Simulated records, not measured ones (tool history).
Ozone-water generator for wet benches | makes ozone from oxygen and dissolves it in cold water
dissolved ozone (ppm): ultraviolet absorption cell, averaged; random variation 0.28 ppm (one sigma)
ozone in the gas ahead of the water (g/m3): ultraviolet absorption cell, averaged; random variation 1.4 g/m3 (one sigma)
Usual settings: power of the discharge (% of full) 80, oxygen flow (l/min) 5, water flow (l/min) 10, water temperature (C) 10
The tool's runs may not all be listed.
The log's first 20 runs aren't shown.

run     day  power of the discharge (% of full)  oxygen flow (l/min)  water flow (l/min)  water temperature (C)  dissolved ozone (ppm)  ozone in the gas ahead of the water (g/m3)
     19.604  -- contactor cleaned
 21  20.675                                  59                 6.74                   8                     10                     39                                       182.6
 22  21.812                                  63                    5                   8                     11                   41.7                                       219.6
 23   23.15                                  63                 2.92                   9                     11                   38.2                                       283.2
 24  24.592                                  63                 2.92                   9                     11                   38.3                                         284
 25  25.729                                  43                    5                  10                     12                   26.5                                       168.6
     26.442  -- contactor cleaned, once more
 26  26.888                                  80                 2.54                  10                     10                   41.5                                       354.8
 27  27.542                                  55                 3.84                  10                     10                   33.6                                       227.2
 28  28.983                                  84                 5.44                  11                      5                   45.4                                       259.8
 29  30.212                                  45                 5.43                   7                      7                   39.3                                       166.5
 30  31.092                                  45                 5.43                   7                      7                   38.9                                       166.4
 31  32.421                                  45                 3.79                   7                      7                   40.3                                       198.7
 32  33.754                                  76                 3.79                   7                      7                   58.4                                       282.2
 33    34.9                                  76                 3.79                   7                      7                   57.6                                       285.1

Forecast each of these 4 alternatives for the next run:
  A  36.058                                  48                    5                  10                     16                      ?                                           ?
  B  36.058                                  45                 3.79                   7                      7                      ?                                           ?
  C  36.058                                  44                    5                  10                     10                      ?                                           ?
  D  36.058                                  76                 4.83                   7                     12                      ?                                           ?

run  dissolved ozone (ppm)  ozone in the gas ahead of the water (g/m3)
  A                   27.2                                       181.3
  B                   40.3                                       198.5
  C                   28.5                                       170.6
  D                   51.9                                       252.9
Without the tool's hidden state the same runs would have given:
run  dissolved ozone (ppm)  ozone in the gas ahead of the water (g/m3)
  A                   27.7                                       183.4
  B                     41                                       200.6
  C                     29                                       172.4
  D                     53                                       257.1
